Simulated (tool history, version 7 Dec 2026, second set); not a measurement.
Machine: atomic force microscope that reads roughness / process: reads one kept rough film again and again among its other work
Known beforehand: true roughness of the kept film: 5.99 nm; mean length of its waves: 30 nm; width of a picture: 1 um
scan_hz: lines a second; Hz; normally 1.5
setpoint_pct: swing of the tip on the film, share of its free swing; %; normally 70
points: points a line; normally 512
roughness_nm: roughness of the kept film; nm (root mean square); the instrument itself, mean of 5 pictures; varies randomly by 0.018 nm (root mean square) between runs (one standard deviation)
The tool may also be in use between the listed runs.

Run 1, hour 0: usual settings. Result: roughness_nm 4.34 nm (root mean square).
Run 2, hour 5.9: usual settings. Result: roughness_nm 4.342 nm (root mean square).
Run 3, hour 11.9: usual settings. Result: roughness_nm 4.344 nm (root mean square).
Run 4, hour 17.8: usual settings. Result: roughness_nm 4.34 nm (root mean square).
Run 5, hour 30.6: usual settings. Result: roughness_nm 4.336 nm (root mean square).
At hour 41.2: new tip fitted.
Run 6, hour 44.8: usual settings. Result: roughness_nm 4.358 nm (root mean square).
Run 7, hour 52: usual settings. Result: roughness_nm 4.39 nm (root mean square).
Run 8, hour 61.1: usual settings. Result: roughness_nm 4.375 nm (root mean square).
Run 9, hour 73.9: usual settings. Result: roughness_nm 4.366 nm (root mean square).
Run 10, hour 83.3: usual settings. Result: roughness_nm 4.37 nm (root mean square).
Run 11, hour 96.4: usual settings. Result: roughness_nm 4.367 nm (root mean square).
Run 12, hour 107.5: usual settings. Result: roughness_nm 4.367 nm (root mean square).
Run 13, hour 120.1: usual settings. Result: roughness_nm 4.368 nm (root mean square).
Run 14, hour 126.1: usual settings. Result: roughness_nm 4.328 nm (root mean square).
Run 15, hour 140.1: usual settings. Result: roughness_nm 4.347 nm (root mean square).
Run 16, hour 152.5: usual settings. Result: roughness_nm 4.354 nm (root mean square).
At hour 155.6: new tip fitted.
Run 17, hour 163.8: usual settings. Result: roughness_nm 4.362 nm (root mean square).
Run 18, hour 175: usual settings but setpoint_pct 88 %, points 1020. Result: roughness_nm 3.962 nm (root mean square).
Run 19, hour 184.4: usual settings but setpoint_pct 64 %, points 320. Result: roughness_nm 4.451 nm (root mean square).
Run 20, hour 195.2: usual settings but scan_hz 3.67 Hz, setpoint_pct 64 %, points 320. Result: roughness_nm 4.135 nm (root mean square).
Run 21, hour 201.1: usual settings but scan_hz 0.51 Hz, setpoint_pct 57 %, points 290. Result: roughness_nm 4.583 nm (root mean square).
Run 22, hour 213.2: usual settings but scan_hz 2.14 Hz. Result: roughness_nm 4.273 nm (root mean square).
Run 23, hour 223.7: usual settings but scan_hz 1.51 Hz, setpoint_pct 66 %, points 311. Result: roughness_nm 4.386 nm (root mean square).
Run 24, hour 231.2: usual settings but points 265. Result: roughness_nm 4.282 nm (root mean square).
Run 25, hour 240: usual settings but points 265. Result: roughness_nm 4.308 nm (root mean square).
Run 26, hour 251.8: usual settings but points 416. Result: roughness_nm 4.327 nm (root mean square).
Run 27, hour 258: usual settings but scan_hz 3.98 Hz, setpoint_pct 75 %, points 580. Result: roughness_nm 3.676 nm (root mean square).
Run 28, hour 269.9: usual settings but scan_hz 3.98 Hz, setpoint_pct 63 %, points 432. Result: roughness_nm 4.116 nm (root mean square).
At hour 271.2: new tip fitted.
Run 29, hour 281: usual settings but scan_hz 2.18 Hz, setpoint_pct 63 %, points 432. Result: roughness_nm 4.363 nm (root mean square).

Some steps in roughness_nm between neighbouring runs. How much of each would the tool show without its hidden state too (settings, what came in, random variation), and how much is left for the hidden state, with any gauge scatter that isn't in both results?
What the log doesn't record here: radius of the tip, nm; height scale over the true one, %; drift of the gauge itself on roughness_nm, %.
Run 5 -> 6: new tip fitted. roughness_nm +0.022 nm (root mean square): hidden state +0.02, all else +0.002.
Run 16 -> 17: new tip fitted. roughness_nm +0.008 nm (root mean square): hidden state +0.02, all else -0.012.
Run 18 -> 19: setpoint_pct 88 -> 64, points 1020 -> 320. roughness_nm +0.489 nm (root mean square): hidden state -0.003, all else +0.492.
Run 26 -> 27: scan_hz 1.5 -> 3.98, setpoint_pct 70 -> 75, points 416 -> 580. roughness_nm -0.651 nm (root mean square): hidden state +0.003, all else -0.654.

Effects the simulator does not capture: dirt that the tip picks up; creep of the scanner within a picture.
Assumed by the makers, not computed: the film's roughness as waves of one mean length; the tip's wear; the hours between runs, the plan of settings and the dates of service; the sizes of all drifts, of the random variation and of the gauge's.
